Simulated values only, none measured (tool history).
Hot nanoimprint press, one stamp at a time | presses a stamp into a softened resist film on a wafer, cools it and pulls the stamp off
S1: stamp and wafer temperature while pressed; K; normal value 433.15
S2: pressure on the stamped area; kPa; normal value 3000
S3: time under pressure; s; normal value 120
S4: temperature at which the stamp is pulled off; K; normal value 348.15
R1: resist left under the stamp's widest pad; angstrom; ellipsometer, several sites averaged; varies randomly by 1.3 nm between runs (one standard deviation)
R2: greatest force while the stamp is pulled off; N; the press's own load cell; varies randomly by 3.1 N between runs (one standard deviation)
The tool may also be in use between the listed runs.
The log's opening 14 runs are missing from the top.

At hour 314.8: plate thermocouple calibrated, once more.
Run 15, hour 329.5: usual settings but S1 441.15 K. Result: R1 1332 angstrom, R2 199 N.
Run 16, hour 349.2: usual settings but S3 84 s. Result: R1 2316 angstrom, R2 193 N.
Run 17, hour 363.6: usual settings but S2 3480 kPa, S3 111 s, S4 350.15 K. Result: R1 2021 angstrom, R2 189 N.
Run 18, hour 385.6: usual settings but S2 3480 kPa, S3 111 s, S4 350.15 K. Result: R1 2006 angstrom, R2 203 N.
At hour 413.3: stamp cleaned and given a new release coat.
Run 19, hour 419.9: usual settings but S1 445.15 K, S2 1920 kPa. Result: R1 1302 angstrom, R2 150 N.
Run 20, hour 444.8: usual settings but S1 445.15 K, S2 1920 kPa. Result: R1 1325 angstrom, R2 154 N.
Run 21, hour 462.7: usual settings but S1 445.15 K, S2 1920 kPa. Result: R1 1325 angstrom, R2 158 N.
Run 22, hour 475.4: usual settings but S4 346.15 K. Result: R1 2107 angstrom, R2 161 N.
Run 23, hour 488.3: usual settings but S1 424.15 K, S2 3280 kPa, S3 184 s, S4 350.15 K. Result: R1 2764 angstrom, R2 162 N.
Run 24, hour 517.9: usual settings but S3 186 s, S4 350.15 K. Result: R1 1757 angstrom, R2 163 N.
Run 25, hour 532.2: usual settings but S2 4760 kPa, S3 219 s, S4 345.15 K. Result: R1 1366 angstrom, R2 175 N.
Run 26, hour 546.7: usual settings but S1 423.15 K, S2 2150 kPa, S3 141 s, S4 345.15 K. Result: R1 3331 angstrom, R2 171 N.
Run 27, hour 567.4: usual settings but S1 441.15 K, S2 4060 kPa, S3 85 s. Result: R1 1354 angstrom, R2 166 N.
Run 28, hour 583.4: usual settings but S1 439.15 K. Result: R1 1518 angstrom, R2 167 N.
Run 29, hour 604.5: usual settings but S1 439.15 K, S4 354.15 K. Result: R1 1529 angstrom, R2 167 N.
Run 30, hour 620.5: usual settings but S1 444.15 K, S4 347.15 K. Result: R1 1153 angstrom, R2 180 N.

Forecast each of these 3 alternatives for the next run:
Run A, hour 650.1: usual settings but S1 444.15 K, S2 2100 kPa, S3 102 s, S4 335.15 K. Result: R1 ?, R2 ?.
Run B, hour 650.1: usual settings but S1 443.15 K, S2 2310 kPa, S3 78 s. Result: R1 ?, R2 ?.
Run C, hour 650.1: usual settings but S4 352.15 K. Result: R1 ?, R2 ?.

run    R1   R2
  A  1455  201
  B  1639  181
  C  2107  187
With no hidden state in the tool, these same runs would have given:
run    R1   R2
  A  1392  160
  B  1568  143
  C  2009  148
